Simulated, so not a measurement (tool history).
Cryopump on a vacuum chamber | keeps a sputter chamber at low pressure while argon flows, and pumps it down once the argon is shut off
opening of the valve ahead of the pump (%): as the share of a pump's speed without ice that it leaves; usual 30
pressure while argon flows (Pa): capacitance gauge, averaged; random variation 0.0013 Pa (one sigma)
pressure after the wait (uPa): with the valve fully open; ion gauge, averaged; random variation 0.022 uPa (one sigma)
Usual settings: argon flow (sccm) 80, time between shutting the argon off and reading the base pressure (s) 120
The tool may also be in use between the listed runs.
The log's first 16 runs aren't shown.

run,day,argon flow (sccm),time between shutting the argon off and reading the base pressure (s),opening of the valve ahead of the pump (%),pressure while argon flows (Pa),pressure after the wait (uPa)
17,22.604,80,85,30,0.3046,2.69
18,24.525,80,132,30,0.3045,2.59
19,26.096,80,291,39,0.2408,2.43
20,27.846,136,117,39,0.4116,2.69
21,29.483,37,21,19,0.2222,4.96
22,31.162,60,120,30,0.2359,2.73
23,32.3,119,120,26,0.5358,2.84
24,33.625,119,120,26,0.5357,2.85
25,35.4,119,120,26,0.5349,2.92
26,36.771,96,120,47,0.2523,2.99
27,38.246,34,296,31,0.131,2.69
28,40.133,34,297,22,0.1819,2.73
29,42.038,80,107,51,0.2014,3.22
30,43.642,40,31,51,0.1007,4.51
31,44.729,76,43,51,0.1941,4.03
32,45.638,38,141,25,0.1817,3.15
33,47.012,38,141,25,0.1827,3.13
34,48.421,38,141,25,0.1852,3.27

3 ways to go on from here, each from the tool as it stands after run 34. What would each give?
A,49.871,37,42,29,?,?
B,49.871,38,201,25,?,?
C,49.871,38,259,30,?,?

run,pressure while argon flows (Pa),pressure after the wait (uPa)
A,0.1583,4.25
B,0.1853,3.21
C,0.1567,3.14
Without the tool's hidden state the same runs would have given:
run,pressure while argon flows (Pa),pressure after the wait (uPa)
A,0.1421,1.52
B,0.1686,0.47
C,0.1401,0.42
